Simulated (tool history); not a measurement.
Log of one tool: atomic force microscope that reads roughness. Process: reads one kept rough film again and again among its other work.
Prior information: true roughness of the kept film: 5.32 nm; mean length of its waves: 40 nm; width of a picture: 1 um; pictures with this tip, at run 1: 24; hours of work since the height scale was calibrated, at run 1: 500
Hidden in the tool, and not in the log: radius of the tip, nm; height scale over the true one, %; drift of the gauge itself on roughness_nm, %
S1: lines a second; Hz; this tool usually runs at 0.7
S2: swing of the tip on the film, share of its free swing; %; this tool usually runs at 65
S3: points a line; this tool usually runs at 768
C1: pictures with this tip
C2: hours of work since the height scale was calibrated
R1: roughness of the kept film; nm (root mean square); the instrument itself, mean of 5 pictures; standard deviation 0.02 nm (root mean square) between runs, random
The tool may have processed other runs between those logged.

run,hour,S1,S2,S3,C1,C2,R1
1,0,0.7,65,768,24,500,4.806
2,56.9,0.7,65,768,104,530,4.512
3,101.6,0.7,65,768,167,554,4.372
4,134.8,0.7,65,768,214,572,4.289
5,179.3,0.7,65,768,276,595,4.122
6,213.6,0.7,65,393,325,613,4.038
7,246,0.7,65,393,370,630,3.925
# hour 269: new tip fitted
8,279.9,0.7,65,300,15,648,4.767
9,330.9,0.7,65,300,87,675,4.574
10,358.2,0.7,65,768,125,689,4.519
# hour 361.9: height scale calibrated on a step standard
11,383.5,0.7,86,768,159,11,4.214
12,410.2,2.508,85,768,197,25,3.59
13,442.5,2.508,85,768,242,43,3.502
14,491.3,1.216,73,768,311,68,3.899
15,522.2,0.903,56,768,354,85,4.002
16,548.1,0.903,56,768,391,98,3.934
# hour 551.8: new tip fitted
17,598.1,0.903,56,768,65,124,4.646
# hour 602.4: height scale calibrated on a step standard, once more
18,637,0.567,80,768,119,18,4.463
19,686.5,0.567,80,768,188,44,4.325
20,730.9,2.008,80,768,251,68,3.796
21,769.9,0.677,56,553,305,88,4.199
22,793.7,0.677,56,553,339,101,4.093

Predict each of these 4 candidate next runs independently; none follows another, all start after run 22:
# hour 836.9: new tip fitted
A,849.7,0.7,63,768,18,130,?
# hour 836.9: new tip fitted
B,849.7,0.663,86,725,18,130,?
# hour 836.9: new tip fitted
C,849.7,0.677,71,553,18,130,?
# hour 836.9: new tip fitted
D,849.7,0.7,65,473,18,130,?

run,R1
A,4.808
B,4.643
C,4.741
D,4.797
With no hidden state in the tool, these same runs would have given:
run,R1
A,4.893
B,4.725
C,4.825
D,4.881
